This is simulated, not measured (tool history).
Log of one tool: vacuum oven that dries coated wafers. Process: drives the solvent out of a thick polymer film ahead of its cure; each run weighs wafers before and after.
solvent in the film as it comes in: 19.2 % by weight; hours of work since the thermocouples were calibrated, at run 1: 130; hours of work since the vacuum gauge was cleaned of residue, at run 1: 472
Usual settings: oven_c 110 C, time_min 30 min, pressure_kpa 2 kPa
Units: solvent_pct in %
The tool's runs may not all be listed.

| run | day | oven_c | time_min | pressure_kpa | hours of work since the thermocouples were calibrated | hours of work since the vacuum gauge was cleaned of residue | solvent_pct |
|---|---|---|---|---|---|---|---|
| 1 | 0 | 110 | 30 | 2 | 130 | 472 | 3 |
| 2 | 0.438 | 110 | 30 | 2 | 136 | 478 | 3.04 |
| 3 | 0.967 | 110 | 30 | 1.16 | 143 | 484 | 2.65 |
| 4 | 1.458 | 98 | 30 | 2 | 149 | 491 | 7.42 |
| 5 | 2.242 | 118 | 30 | 2 | 159 | 501 | 1.49 |
| 6 | 2.829 | 118 | 30 | 2 | 167 | 509 | 1.4 |
| 7 | 3.412 | 110 | 30 | 2 | 175 | 516 | 3.13 |
| 8 | 4.021 | 110 | 23 | 2 | 182 | 524 | 4.27 |
| 9 | 4.792 | 110 | 23 | 2 | 192 | 534 | 4.22 |
| 10 | 5.342 | 110 | 30 | 2 | 199 | 541 | 3.13 |
| 11 | 6.346 | 101 | 17 | 2.71 | 212 | 554 | 9.56 |
|  | 6.479 | oven's thermocouples calibrated |
| 12 | 7.054 | 96 | 44 | 2.71 | 7 | 562 | 6.9 |
| 13 | 7.479 | 96 | 44 | 2.71 | 13 | 568 | 6.79 |
| 14 | 7.979 | 111 | 24 | 1.77 | 19 | 574 | 3.76 |
| 15 | 8.55 | 110 | 20 | 2 | 27 | 582 | 5.03 |
| 16 | 9.038 | 113 | 23 | 1.87 | 33 | 588 | 3.34 |
| 17 | 9.875 | 102 | 45 | 2 | 44 | 599 | 4.07 |
| 18 | 10.783 | 105 | 28 | 2.36 | 56 | 610 | 5.36 |
| 19 | 11.192 | 105 | 28 | 2.36 | 61 | 616 | 5.27 |
| 20 | 11.712 | 104 | 33 | 2 | 68 | 622 | 4.7 |

4 ways to go on from here, each from the tool as it stands after run 20. What would each give?
|  | 11.992 | oven's thermocouples calibrated, once more |
| A | 12.354 | 97 | 48 | 6.5 | 5 | 630 | ? |
|  | 11.992 | oven's thermocouples calibrated, once more |
| B | 12.354 | 103 | 43 | 3.54 | 5 | 630 | ? |
|  | 11.992 | oven's thermocouples calibrated, once more |
| C | 12.354 | 113 | 23 | 1.85 | 5 | 630 | ? |
|  | 11.992 | oven's thermocouples calibrated, once more |
| D | 12.354 | 102 | 33 | 2 | 5 | 630 | ? |

| run | solvent_pct |
|---|---|
| A | 8.5 |
| B | 4.77 |
| C | 3.3 |
| D | 5.43 |
Without the tool's hidden state the same runs would have given:
| run | solvent_pct |
|---|---|
| A | 8.26 |
| B | 4.57 |
| C | 3.15 |
| D | 5.23 |
